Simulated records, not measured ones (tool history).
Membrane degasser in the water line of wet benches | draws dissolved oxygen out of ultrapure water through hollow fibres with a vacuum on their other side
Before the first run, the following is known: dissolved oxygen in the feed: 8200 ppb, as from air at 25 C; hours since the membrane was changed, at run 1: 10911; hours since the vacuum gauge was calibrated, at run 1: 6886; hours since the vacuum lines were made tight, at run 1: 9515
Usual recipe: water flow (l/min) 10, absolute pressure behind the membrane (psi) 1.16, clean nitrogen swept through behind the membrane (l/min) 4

run    hour  water flow (l/min)  absolute pressure behind the membrane (psi)  clean nitrogen swept through behind the membrane (l/min)  hours since the membrane was changed  hours since the vacuum gauge was calibrated  hours since the vacuum lines were made tight  dissolved oxygen in the water behind the degasser (ppb)  pressure that the water loses in the fibres (psi)
  1       0                  10                                         1.16                                                         4                                 10911                                         6886                                          9515                                                     32.1                                               7.76
  2   231.5                  10                                         1.16                                                         4                                 11142                                         7118                                          9747                                                     32.9                                              7.771
  3     501                  10                                         1.16                                                         4                                 11412                                         7387                                         10016                                                     32.2                                              7.746
  4   634.1                  10                                         1.16                                                         4                                 11545                                         7521                                         10150                                                     31.9                                              7.741
  5   786.1                  10                                        1.349                                                         4                                 11697                                         7673                                         10302                                                     40.5                                              7.777
  6   945.5                  10                                        1.349                                                     10.93                                 11856                                         7832                                         10461                                                     16.5                                              7.835
  7  1218.5                  10                                        1.349                                                     10.93                                 12129                                         8105                                         10734                                                     15.9                                              7.791
  8    1407                  10                                        1.349                                                     10.93                                 12318                                         8293                                         10922                                                     16.3                                              7.813
  9  1654.8                  10                                        0.801                                                     10.93                                 12566                                         8541                                         11170                                                        8                                              7.886
 10  1911.1                  10                                         1.16                                                         4                                 12822                                         8798                                         11427                                                     32.5                                              7.838
     1985.5  -- vacuum gauge calibrated
 11  2153.4                  10                                         1.16                                                         4                                 13064                                          168                                         11668                                                       32                                              7.868
 12  2453.3                  10                                         1.16                                                         4                                 13364                                          468                                         11968                                                     32.5                                              7.842
     2540.3  -- seals of the vacuum lines changed
 13  2653.6                  10                                         1.16                                                         4                                 13562                                          666                                           113                                                       32                                              7.848
 14  2811.2                  10                                         1.16                                                         4                                 13720                                          824                                           271                                                     31.8                                              7.922
 15  3032.8                  10                                         1.16                                                         4                                 13941                                         1045                                           492                                                     31.8                                               7.89
 16  3187.1                  10                                         1.16                                                         4                                 14095                                         1200                                           647                                                       32                                              7.871
 17  3457.2                  14                                         1.16                                                         4                                 14365                                         1470                                           917                                                       59                                             11.052
 18  3583.4                   9                                        1.476                                                      8.85                                 14492                                         1596                                          1043                                                     18.2                                              7.071
 19  3730.9                   9                                        0.767                                                      6.34                                 14639                                         1743                                          1191                                                      8.3                                              7.214
 20  3858.4                  12                                        1.449                                                      1.74                                 14767                                         1871                                          1318                                                    119.1                                              9.536
 21  4023.4                  15                                        1.742                                                         4                                 14932                                         2036                                          1483                                                    107.4                                              11.87
 22    4306                  15                                        1.742                                                         4                                 15214                                         2319                                          1766                                                    105.6                                             11.961
 23  4600.6                  13                                        1.742                                                      2.99                                 15509                                         2613                                          2060                                                    103.2                                             10.285
 24  4804.5                  13                                        1.742                                                      2.99                                 15713                                         2817                                          2264                                                    105.6                                             10.356
 25  4934.7                  13                                        1.742                                                      2.99                                 15843                                         2947                                          2394                                                    101.6                                             10.391
     5089.8  -- gauge calibrated
 26  5096.6                  11                                         1.22                                                         4                                 16005                                         3109                                          2556                                                     40.5                                              8.562
 27  5342.3                  11                                         1.22                                                         4                                 16251                                         3355                                          2802                                                       39                                              8.531
 28  5634.6                  11                                        1.514                                                         4                                 16543                                         3647                                          3094                                                     54.4                                              8.559
 29  5798.2                  10                                         0.76                                                         4                                 16707                                         3811                                          3258                                                     14.5                                              7.761
 30  5944.3                  10                                         0.76                                                         4                                 16853                                         3957                                          3404                                                     14.7                                              7.807

Run 31 is up next; what results do you expect?
 31  6197.4                  10                                        0.872                                                         4                                 17106                                         4210                                          3657                                                        ?                                                  ?

{"run 31": {"dissolved oxygen in the water behind the degasser (ppb)": 18.9, "pressure that the water loses in the fibres (psi)": 7.806}}
With no hidden state in the tool, this same run would have given dissolved oxygen in the water behind the degasser (ppb) 18.8, pressure that the water loses in the fibres (psi) 7.746.
